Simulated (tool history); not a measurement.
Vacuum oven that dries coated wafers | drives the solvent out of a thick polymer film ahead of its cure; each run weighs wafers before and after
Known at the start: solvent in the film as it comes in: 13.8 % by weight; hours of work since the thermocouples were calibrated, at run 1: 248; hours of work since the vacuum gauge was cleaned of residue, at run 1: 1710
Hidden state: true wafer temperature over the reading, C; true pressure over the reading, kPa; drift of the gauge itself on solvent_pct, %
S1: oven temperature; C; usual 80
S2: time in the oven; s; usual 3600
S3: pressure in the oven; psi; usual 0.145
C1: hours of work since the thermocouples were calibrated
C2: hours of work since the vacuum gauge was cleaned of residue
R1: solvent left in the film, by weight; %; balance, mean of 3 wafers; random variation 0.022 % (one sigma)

{"run": 1, "hour": 0.0, "S1": 80, "S2": 3600, "S3": 0.145, "C1": 248, "C2": 1710, "R1": 1.1}
{"run": 2, "hour": 80.7, "S1": 80, "S2": 3600, "S3": 0.225, "C1": 287, "C2": 1749, "R1": 1.4}
{"run": 3, "hour": 157.4, "S1": 80, "S2": 3600, "S3": 0.225, "C1": 325, "C2": 1786, "R1": 1.41}
{"run": 4, "hour": 225.0, "S1": 80, "S2": 3600, "S3": 0.225, "C1": 357, "C2": 1819, "R1": 1.37}
{"run": 5, "hour": 357.1, "S1": 80, "S2": 3600, "S3": 0.145, "C1": 422, "C2": 1883, "R1": 1.14}
{"run": 6, "hour": 469.8, "S1": 80, "S2": 3600, "S3": 0.145, "C1": 477, "C2": 1938, "R1": 1.13}
{"run": 7, "hour": 539.8, "S1": 80, "S2": 3600, "S3": 0.145, "C1": 511, "C2": 1972, "R1": 1.16}
{"run": 8, "hour": 615.0, "S1": 80, "S2": 3600, "S3": 0.145, "C1": 547, "C2": 2009, "R1": 1.12}
{"hour": 625.0, "done": "vacuum gauge cleaned of residue and calibrated"}
{"run": 9, "hour": 729.3, "S1": 68, "S2": 5280, "S3": 0.379, "C1": 602, "C2": 51, "R1": 3.31}
{"run": 10, "hour": 840.7, "S1": 69, "S2": 5220, "S3": 0.303, "C1": 656, "C2": 105, "R1": 2.81}
{"hour": 900.2, "done": "oven's thermocouples calibrated"}
{"run": 11, "hour": 914.7, "S1": 80, "S2": 3900, "S3": 0.292, "C1": 7, "C2": 140, "R1": 1.74}
{"run": 12, "hour": 1012.4, "S1": 80, "S2": 3900, "S3": 0.292, "C1": 55, "C2": 187, "R1": 1.71}
{"hour": 1048.3, "done": "vacuum gauge cleaned of residue and calibrated, once more"}
{"run": 13, "hour": 1100.1, "S1": 92, "S2": 3600, "S3": 0.081, "C1": 97, "C2": 25, "R1": 0.21}

Measured less the same run without the tool's hidden state. The same run-to-run variation is in both; the gauge's scatter may not be:
run=1 R1=+0.24
run=2 R1=+0.24
run=3 R1=+0.24
run=4 R1=+0.25
run=5 R1=+0.25
run=6 R1=+0.25
run=7 R1=+0.25
run=8 R1=+0.25
run=9 R1=+0.56
run=10 R1=+0.54
run=11 R1=+0.44
run=12 R1=+0.44
run=13 R1=-0.01

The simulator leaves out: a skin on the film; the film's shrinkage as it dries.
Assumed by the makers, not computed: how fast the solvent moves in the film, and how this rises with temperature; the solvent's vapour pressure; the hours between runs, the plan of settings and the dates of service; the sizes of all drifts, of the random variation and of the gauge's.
